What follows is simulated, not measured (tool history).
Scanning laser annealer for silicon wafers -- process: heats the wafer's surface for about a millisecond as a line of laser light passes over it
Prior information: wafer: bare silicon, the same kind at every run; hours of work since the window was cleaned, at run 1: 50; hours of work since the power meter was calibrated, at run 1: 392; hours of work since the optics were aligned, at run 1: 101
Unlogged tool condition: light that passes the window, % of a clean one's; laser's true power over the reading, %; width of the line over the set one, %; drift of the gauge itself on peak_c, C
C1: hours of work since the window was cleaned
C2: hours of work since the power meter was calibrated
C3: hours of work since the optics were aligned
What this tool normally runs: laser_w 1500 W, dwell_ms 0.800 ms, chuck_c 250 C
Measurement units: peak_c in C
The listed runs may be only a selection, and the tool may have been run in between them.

run 1 hour=0.0 | laser_w=1500 dwell_ms=0.800 chuck_c=250 | C1=50 C2=392 C3=101 | peak_c=1062
run 2 hour=41.3 | laser_w=1500 dwell_ms=0.800 chuck_c=262 | C1=68 C2=410 C3=118 | peak_c=1071
run 3 hour=105.9 | laser_w=1500 dwell_ms=0.800 chuck_c=262 | C1=96 C2=439 C3=147 | peak_c=1066
run 4 hour=145.0 | laser_w=1500 dwell_ms=0.800 chuck_c=262 | C1=113 C2=455 C3=164 | peak_c=1065
run 5 hour=204.7 | laser_w=1439 dwell_ms=0.800 chuck_c=250 | C1=139 C2=481 C3=190 | peak_c=1009
run 6 hour=274.0 | laser_w=1439 dwell_ms=0.800 chuck_c=250 | C1=169 C2=512 C3=220 | peak_c=1003
run 7 hour=313.6 | laser_w=1500 dwell_ms=0.979 chuck_c=250 | C1=187 C2=529 C3=237 | peak_c=1126
run 8 hour=381.0 | laser_w=1500 dwell_ms=0.800 chuck_c=212 | C1=216 C2=558 C3=266 | peak_c=1004
run 9 hour=433.7 | laser_w=1500 dwell_ms=0.821 chuck_c=250 | C1=239 C2=581 C3=289 | peak_c=1046
run 10 hour=489.9 | laser_w=1500 dwell_ms=0.821 chuck_c=250 | C1=263 C2=605 C3=313 | peak_c=1042
run 11 hour=556.6 | laser_w=1500 dwell_ms=0.821 chuck_c=250 | C1=292 C2=634 C3=342 | peak_c=1037
run 12 hour=589.8 | laser_w=1580 dwell_ms=0.821 chuck_c=250 | C1=307 C2=649 C3=357 | peak_c=1088
run 13 hour=634.0 | laser_w=1580 dwell_ms=0.821 chuck_c=250 | C1=326 C2=668 C3=376 | peak_c=1084
run 14 hour=702.9 | laser_w=1580 dwell_ms=0.821 chuck_c=250 | C1=356 C2=698 C3=406 | peak_c=1078
run 15 hour=740.2 | laser_w=1500 dwell_ms=0.800 chuck_c=250 | C1=372 C2=714 C3=422 | peak_c=1015
run 16 hour=782.7 | laser_w=1500 dwell_ms=0.800 chuck_c=250 | C1=390 C2=733 C3=441 | peak_c=1012
run 17 hour=812.9 | laser_w=1500 dwell_ms=0.800 chuck_c=250 | C1=404 C2=746 C3=454 | peak_c=1010
-- hour=819.8 window over the wafer cleaned
run 18 hour=874.4 | laser_w=1500 dwell_ms=0.800 chuck_c=250 | C1=24 C2=772 C3=480 | peak_c=990
run 19 hour=937.3 | laser_w=1500 dwell_ms=0.800 chuck_c=250 | C1=51 C2=799 C3=507 | peak_c=988
run 20 hour=985.1 | laser_w=1500 dwell_ms=0.800 chuck_c=250 | C1=72 C2=820 C3=528 | peak_c=984
run 21 hour=1029.3 | laser_w=1311 dwell_ms=0.800 chuck_c=250 | C1=91 C2=839 C3=547 | peak_c=868
run 22 hour=1069.5 | laser_w=1311 dwell_ms=0.800 chuck_c=250 | C1=109 C2=856 C3=564 | peak_c=865
-- hour=1112.2 window over the wafer cleaned, once more
run 23 hour=1119.8 | laser_w=1500 dwell_ms=0.800 chuck_c=252 | C1=3 C2=877 C3=585 | peak_c=1063
run 24 hour=1150.4 | laser_w=1491 dwell_ms=0.824 chuck_c=250 | C1=17 C2=891 C3=599 | peak_c=1066
run 25 hour=1180.8 | laser_w=1491 dwell_ms=0.824 chuck_c=250 | C1=30 C2=904 C3=612 | peak_c=1061
run 26 hour=1231.2 | laser_w=1491 dwell_ms=0.824 chuck_c=233 | C1=52 C2=926 C3=634 | peak_c=1041
run 27 hour=1297.3 | laser_w=1332 dwell_ms=0.859 chuck_c=246 | C1=80 C2=955 C3=663 | peak_c=958
run 28 hour=1354.0 | laser_w=1302 dwell_ms=0.783 chuck_c=269 | C1=105 C2=979 C3=687 | peak_c=927
run 29 hour=1385.2 | laser_w=1302 dwell_ms=0.783 chuck_c=269 | C1=119 C2=993 C3=701 | peak_c=924
run 30 hour=1429.9 | laser_w=1452 dwell_ms=0.576 chuck_c=244 | C1=138 C2=1012 C3=720 | peak_c=887
run 31 hour=1478.3 | laser_w=1452 dwell_ms=0.576 chuck_c=244 | C1=159 C2=1033 C3=741 | peak_c=887
run 32 hour=1545.5 | laser_w=1452 dwell_ms=0.576 chuck_c=244 | C1=188 C2=1062 C3=770 | peak_c=883
run 33 hour=1583.5 | laser_w=1336 dwell_ms=0.582 chuck_c=238 | C1=205 C2=1079 C3=787 | peak_c=813
run 34 hour=1622.9 | laser_w=1336 dwell_ms=0.995 chuck_c=234 | C1=222 C2=1096 C3=804 | peak_c=982
run 35 hour=1652.2 | laser_w=1336 dwell_ms=0.995 chuck_c=234 | C1=235 C2=1109 C3=817 | peak_c=980
run 36 hour=1718.6 | laser_w=1608 dwell_ms=0.995 chuck_c=234 | C1=264 C2=1138 C3=846 | peak_c=1176
run 37 hour=1766.6 | laser_w=1571 dwell_ms=0.812 chuck_c=218 | C1=284 C2=1159 C3=867 | peak_c=1038
run 38 hour=1814.2 | laser_w=1500 dwell_ms=0.891 chuck_c=278 | C1=305 C2=1179 C3=887 | peak_c=1087
run 39 hour=1866.9 | laser_w=1364 dwell_ms=0.800 chuck_c=279 | C1=328 C2=1202 C3=910 | peak_c=955
run 40 hour=1911.2 | laser_w=1525 dwell_ms=0.733 chuck_c=279 | C1=347 C2=1221 C3=929 | peak_c=1022
run 41 hour=1979.2 | laser_w=1397 dwell_ms=0.977 chuck_c=279 | C1=377 C2=1251 C3=959 | peak_c=1039

What if the next run were any one of these 3? Each begins from the tool's condition after run 41:
-- hour=1993.2 optics aligned, line set to its width
run A hour=2038.2 | laser_w=1500 dwell_ms=0.800 chuck_c=286 | C1=400 C2=1274 C3=20 | peak_c=?
-- hour=1993.2 optics aligned, line set to its width
run B hour=2038.2 | laser_w=1288 dwell_ms=0.648 chuck_c=220 | C1=400 C2=1274 C3=20 | peak_c=?
-- hour=1993.2 optics aligned, line set to its width
run C hour=2038.2 | laser_w=1544 dwell_ms=0.665 chuck_c=211 | C1=400 C2=1274 C3=20 | peak_c=?

run=A peak_c=1060
run=B peak_c=795
run=C peak_c=943
What these runs would have given with no unlogged condition in the tool:
run=A peak_c=1108
run=B peak_c=831
run=C peak_c=989
